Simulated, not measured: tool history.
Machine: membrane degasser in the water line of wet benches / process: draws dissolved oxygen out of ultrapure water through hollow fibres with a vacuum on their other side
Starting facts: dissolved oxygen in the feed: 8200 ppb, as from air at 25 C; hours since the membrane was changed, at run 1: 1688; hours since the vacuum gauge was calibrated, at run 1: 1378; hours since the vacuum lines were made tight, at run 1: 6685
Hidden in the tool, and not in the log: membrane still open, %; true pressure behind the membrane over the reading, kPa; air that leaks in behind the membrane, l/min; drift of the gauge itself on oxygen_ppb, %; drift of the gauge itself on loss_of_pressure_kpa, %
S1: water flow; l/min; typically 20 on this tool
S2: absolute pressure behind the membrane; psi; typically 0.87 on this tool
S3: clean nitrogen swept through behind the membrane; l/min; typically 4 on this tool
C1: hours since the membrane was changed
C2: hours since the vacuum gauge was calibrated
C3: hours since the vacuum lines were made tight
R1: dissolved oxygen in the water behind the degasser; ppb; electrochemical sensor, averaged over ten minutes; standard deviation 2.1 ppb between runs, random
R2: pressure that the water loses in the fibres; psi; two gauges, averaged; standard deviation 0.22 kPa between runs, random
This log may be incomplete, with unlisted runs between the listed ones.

run      day  S1     S2     S3    C1    C2    C3     R1      R2
  1        0  20   0.87      4  1688  1378  6685  213.5   7.997
  2    7.592  20   0.87      4  1870  1560  6867  219.2   7.958
  3   11.992  14   0.87      4  1975  1665  6973  112.3   5.601
  4   21.483  14   0.87      4  2203  1893  7200  111.8   5.655
  5   28.933  14   0.87      4  2382  2072  7379  114.8   5.616
  6   38.904  14   0.87   3.01  2621  2311  7618  124.4     5.7
  7   46.142  28   0.87      4  2795  2485  7792  377.3   11.22
  8   54.204  28   0.87      4  2988  2678  7986  372.3  11.322
  9   58.704  28   0.87      4  3097  2787  8094  382.9  11.345
 10   66.938  13   0.87      4  3294  2984  8291  102.3    5.25
 11   74.479  13   0.87      4  3475  3165  8472  100.7   5.298
      80.658  -- seals of the vacuum lines changed
 12   82.554  13   0.87      4  3667  3357    46  100.7   5.311
 13   87.412  20   0.87      4  3783  3473   162    224   8.153
 14   97.204  20   0.87      4  4018  3709   397    225   8.128
 15  107.483  20   0.87      4  4265  3955   644  228.4   8.173
 16  113.417  25  0.748  11.78  4408  4098   786    294   10.16
 17  118.654  26  0.748  11.78  4533  4223   912  323.4  10.611
     127.688  -- vacuum gauge calibrated
 18   128.85  20  1.213    2.9  4777    28  1156  272.8   8.176
 19  138.775  20  1.031  10.35  5016   266  1394  216.5   8.183
 20  148.358  20  1.031  10.35  5246   496  1624  215.3   8.184
 21  158.225  20  1.031  10.35  5483   733  1861  217.1   8.235
 22  165.338  24   0.87      4  5653   904  2032  312.4   9.858
 23  172.333  24   0.87      4  5821  1071  2200  313.8   9.881
 24  179.817  17    0.6    3.8  6001  1251  2379  158.2   6.973

For run 25, what comes out?
 25  188.829  17  0.6  3.8  6217  1467  2596   ?   ?

{"run 25": {"R1": 156.2, "R2": 6.998}}
With the hidden condition absent and the run-to-run variation left alone, this run would have shown R1 133.5 ppb, R2 6.725 psi.

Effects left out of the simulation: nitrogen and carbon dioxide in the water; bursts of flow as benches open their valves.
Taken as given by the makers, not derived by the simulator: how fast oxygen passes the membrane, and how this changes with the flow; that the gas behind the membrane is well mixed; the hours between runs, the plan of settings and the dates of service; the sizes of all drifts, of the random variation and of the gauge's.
